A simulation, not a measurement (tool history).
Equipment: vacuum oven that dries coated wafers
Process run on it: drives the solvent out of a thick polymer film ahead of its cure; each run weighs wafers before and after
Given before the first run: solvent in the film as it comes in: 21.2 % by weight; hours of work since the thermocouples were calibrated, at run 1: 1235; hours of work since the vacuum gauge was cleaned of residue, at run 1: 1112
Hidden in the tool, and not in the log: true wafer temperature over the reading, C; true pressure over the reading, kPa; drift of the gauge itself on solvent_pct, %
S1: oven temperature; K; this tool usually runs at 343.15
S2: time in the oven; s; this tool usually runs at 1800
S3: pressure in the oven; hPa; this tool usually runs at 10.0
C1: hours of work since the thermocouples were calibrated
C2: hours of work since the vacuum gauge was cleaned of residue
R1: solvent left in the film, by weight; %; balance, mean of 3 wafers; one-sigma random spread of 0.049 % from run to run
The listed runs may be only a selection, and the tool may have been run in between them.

| run | hour | S1 | S2 | S3 | C1 | C2 | R1 |
|---|---|---|---|---|---|---|---|
| 1 | 0.0 | 343.15 | 1800 | 10.0 | 1235 | 1112 | 1.29 |
| 2 | 39.3 | 343.15 | 1800 | 10.0 | 1257 | 1134 | 1.20 |
| 3 | 70.1 | 343.15 | 1800 | 10.0 | 1274 | 1151 | 1.22 |
| 4 | 106.6 | 343.15 | 1140 | 10.0 | 1294 | 1171 | 2.73 |
| 5 | 161.3 | 343.15 | 1440 | 10.0 | 1324 | 1201 | 1.85 |
| 6 | 183.7 | 343.15 | 1440 | 10.0 | 1336 | 1213 | 1.78 |
| 7 | 212.1 | 343.15 | 1800 | 10.0 | 1352 | 1229 | 1.25 |
| 8 | 240.9 | 343.15 | 3120 | 10.0 | 1368 | 1245 | 0.62 |
|  | 252.2 | oven's thermocouples calibrated |
| 9 | 291.8 | 351.15 | 2220 | 23.2 | 22 | 1272 | 0.72 |
| 10 | 345.6 | 332.15 | 1080 | 19.7 | 52 | 1302 | 7.81 |
| 11 | 389.2 | 332.15 | 1080 | 19.7 | 76 | 1326 | 8.04 |
| 12 | 433.9 | 343.15 | 1800 | 36.2 | 100 | 1350 | 2.20 |
| 13 | 484.7 | 352.15 | 1560 | 10.0 | 128 | 1378 | 0.57 |
| 14 | 532.7 | 352.15 | 1560 | 10.0 | 155 | 1405 | 0.56 |
| 15 | 569.5 | 358.15 | 1020 | 5.2 | 175 | 1425 | 0.39 |
| 16 | 600.1 | 348.15 | 1440 | 6.4 | 192 | 1442 | 0.97 |

Here are 3 independent what-if runs from the current tool condition. What would each one return?
| A | 627.2 | 337.15 | 1440 | 6.1 | 207 | 1457 | ? |
| B | 627.2 | 334.15 | 1440 | 6.4 | 207 | 1457 | ? |
| C | 627.2 | 336.15 | 2040 | 10.0 | 207 | 1457 | ? |

| run | R1 |
|---|---|
| A | 3.75 |
| B | 4.93 |
| C | 2.65 |
With the hidden condition removed and each run's random variation left untouched, the same runs would have given:
| run | R1 |
|---|---|
| A | 3.62 |
| B | 4.80 |
| C | 2.47 |
